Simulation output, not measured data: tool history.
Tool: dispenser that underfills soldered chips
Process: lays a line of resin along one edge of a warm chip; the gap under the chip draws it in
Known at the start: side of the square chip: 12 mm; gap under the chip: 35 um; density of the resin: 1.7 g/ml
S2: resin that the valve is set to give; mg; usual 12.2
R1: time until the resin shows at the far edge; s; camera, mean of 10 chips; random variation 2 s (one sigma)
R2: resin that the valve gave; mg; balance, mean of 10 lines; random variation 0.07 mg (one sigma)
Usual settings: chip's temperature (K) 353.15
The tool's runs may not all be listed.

{"run": 1, "hour": 0.0, "chip's temperature (K)": 353.15, "S2": 12.2, "R1": 236.6, "R2": 11.75}
{"run": 2, "hour": 4.8, "chip's temperature (K)": 353.15, "S2": 13.1, "R1": 281.7, "R2": 12.53}
{"run": 3, "hour": 9.3, "chip's temperature (K)": 353.15, "S2": 13.1, "R1": 332, "R2": 12.52}
{"hour": 11.6, "done": "new syringe of resin"}
{"run": 4, "hour": 12.6, "chip's temperature (K)": 353.15, "S2": 15.7, "R1": 193.2, "R2": 15.13}
{"run": 5, "hour": 16.7, "chip's temperature (K)": 353.15, "S2": 12.2, "R1": 234.1, "R2": 11.74}
{"run": 6, "hour": 21.8, "chip's temperature (K)": 344.15, "S2": 12.2, "R1": 416.3, "R2": 11.64}
{"run": 7, "hour": 25.7, "chip's temperature (K)": 344.15, "S2": 12.2, "R1": 475.6, "R2": 11.57}
{"hour": 27.3, "done": "new syringe of resin"}
{"run": 8, "hour": 31.4, "chip's temperature (K)": 353.15, "S2": 12.2, "R1": 222.7, "R2": 11.63}
{"run": 9, "hour": 35.2, "chip's temperature (K)": 353.15, "S2": 12.2, "R1": 264.2, "R2": 11.57}
{"run": 10, "hour": 39.4, "chip's temperature (K)": 353.15, "S2": 12.2, "R1": 309.3, "R2": 11.57}
{"run": 11, "hour": 42.5, "chip's temperature (K)": 353.15, "S2": 12.2, "R1": 350.4, "R2": 11.56}
{"hour": 43.3, "done": "new syringe of resin"}
{"run": 12, "hour": 47.2, "chip's temperature (K)": 353.15, "S2": 14.8, "R1": 214.2, "R2": 14.02}
{"run": 13, "hour": 52.6, "chip's temperature (K)": 353.15, "S2": 12.2, "R1": 272.8, "R2": 11.44}
{"run": 14, "hour": 56.1, "chip's temperature (K)": 353.15, "S2": 12.2, "R1": 313.8, "R2": 11.38}
{"hour": 59.1, "done": "new syringe of resin"}
{"run": 15, "hour": 62.1, "chip's temperature (K)": 361.15, "S2": 12.2, "R1": 161.5, "R2": 11.26}
{"run": 16, "hour": 66.9, "chip's temperature (K)": 345.15, "S2": 12.2, "R1": 362.1, "R2": 11.24}
{"run": 17, "hour": 72.6, "chip's temperature (K)": 341.15, "S2": 12.2, "R1": 541.6, "R2": 11.31}
{"hour": 74.2, "done": "dispensing valve cleaned and set on the balance"}
{"hour": 76.0, "done": "new syringe of resin"}
{"run": 18, "hour": 79.7, "chip's temperature (K)": 341.15, "S2": 12.2, "R1": 352.7, "R2": 12.12}
{"run": 19, "hour": 82.9, "chip's temperature (K)": 341.15, "S2": 12.2, "R1": 405.4, "R2": 12.05}
{"run": 20, "hour": 87.7, "chip's temperature (K)": 350.15, "S2": 14, "R1": 327.9, "R2": 14.08}
{"run": 21, "hour": 90.2, "chip's temperature (K)": 350.15, "S2": 14, "R1": 366.3, "R2": 13.83}
{"hour": 91.9, "done": "new syringe of resin"}
{"run": 22, "hour": 93.0, "chip's temperature (K)": 340.15, "S2": 11.3, "R1": 341.3, "R2": 11.13}
{"run": 23, "hour": 97.2, "chip's temperature (K)": 340.15, "S2": 11.3, "R1": 405.9, "R2": 11.11}
{"run": 24, "hour": 100.3, "chip's temperature (K)": 353.15, "S2": 14, "R1": 256.7, "R2": 13.69}
{"run": 25, "hour": 103.7, "chip's temperature (K)": 359.15, "S2": 12.2, "R1": 243.4, "R2": 11.88}
{"run": 26, "hour": 106.8, "chip's temperature (K)": 359.15, "S2": 12.2, "R1": 272.8, "R2": 12}
{"hour": 108.0, "done": "new syringe of resin"}
{"run": 27, "hour": 110.6, "chip's temperature (K)": 353.15, "S2": 14.3, "R1": 202.2, "R2": 14.07}
{"run": 28, "hour": 113.0, "chip's temperature (K)": 357.15, "S2": 11.9, "R1": 199.6, "R2": 11.57}
{"run": 29, "hour": 116.7, "chip's temperature (K)": 353.15, "S2": 13.2, "R1": 264.7, "R2": 12.93}
{"run": 30, "hour": 121.3, "chip's temperature (K)": 364.15, "S2": 15.5, "R1": 199.7, "R2": 15}
{"hour": 123.7, "done": "new syringe of resin"}
{"run": 31, "hour": 127.0, "chip's temperature (K)": 343.15, "S2": 13, "R1": 318.4, "R2": 12.6}
{"run": 32, "hour": 131.4, "chip's temperature (K)": 343.15, "S2": 13, "R1": 378.1, "R2": 12.63}
{"run": 33, "hour": 135.2, "chip's temperature (K)": 343.15, "S2": 13, "R1": 439.7, "R2": 12.51}
{"hour": 139.6, "done": "new syringe of resin"}
{"run": 34, "hour": 140.7, "chip's temperature (K)": 343.15, "S2": 12.2, "R1": 297.3, "R2": 11.86}
{"run": 35, "hour": 145.0, "chip's temperature (K)": 360.15, "S2": 13.9, "R1": 173.8, "R2": 13.18}

The same runs without the tool's hidden state, with the same run-to-run variation:
The hidden state here: resin's viscosity, % of fresh resin's; dose that the valve gives, % of what is set; true chip temperature over the reading, C; drift of the gauge itself on fill_s, %; drift of the gauge itself on given_mg, %.
run=1 R1=202.5 R2=12.13
run=2 R1=199.2 R2=12.99
run=3 R1=196.4 R2=13.01
run=4 R1=192.3 R2=15.76
run=5 R1=196.6 R2=12.26
run=6 R1=286.3 R2=12.2
run=7 R1=279.4 R2=12.15
run=8 R1=194.5 R2=12.26
run=9 R1=198.8 R2=12.23
run=10 R1=196.7 R2=12.26
run=11 R1=197.1 R2=12.28
run=12 R1=193.6 R2=14.94
run=13 R1=196.2 R2=12.24
run=14 R1=196.9 R2=12.21
run=15 R1=147 R2=12.12
run=16 R1=272.7 R2=12.14
run=17 R1=325.6 R2=12.26
run=18 R1=321.2 R2=12.16
run=19 R1=324.3 R2=12.12
run=20 R1=216.8 R2=14.19
run=21 R1=219 R2=13.97
run=22 R1=341.9 R2=11.27
run=23 R1=343.6 R2=11.27
run=24 R1=192.1 R2=13.93
run=25 R1=158 R2=12.11
run=26 R1=156.3 R2=12.26
run=27 R1=192.7 R2=14.41
run=28 R1=171.9 R2=11.86
run=29 R1=197.4 R2=13.28
run=30 R1=124.2 R2=15.46
run=31 R1=294.1 R2=13.04
run=32 R1=293.1 R2=13.1
run=33 R1=292.7 R2=13.01
run=34 R1=299.2 R2=12.37
run=35 R1=146.9 R2=13.8
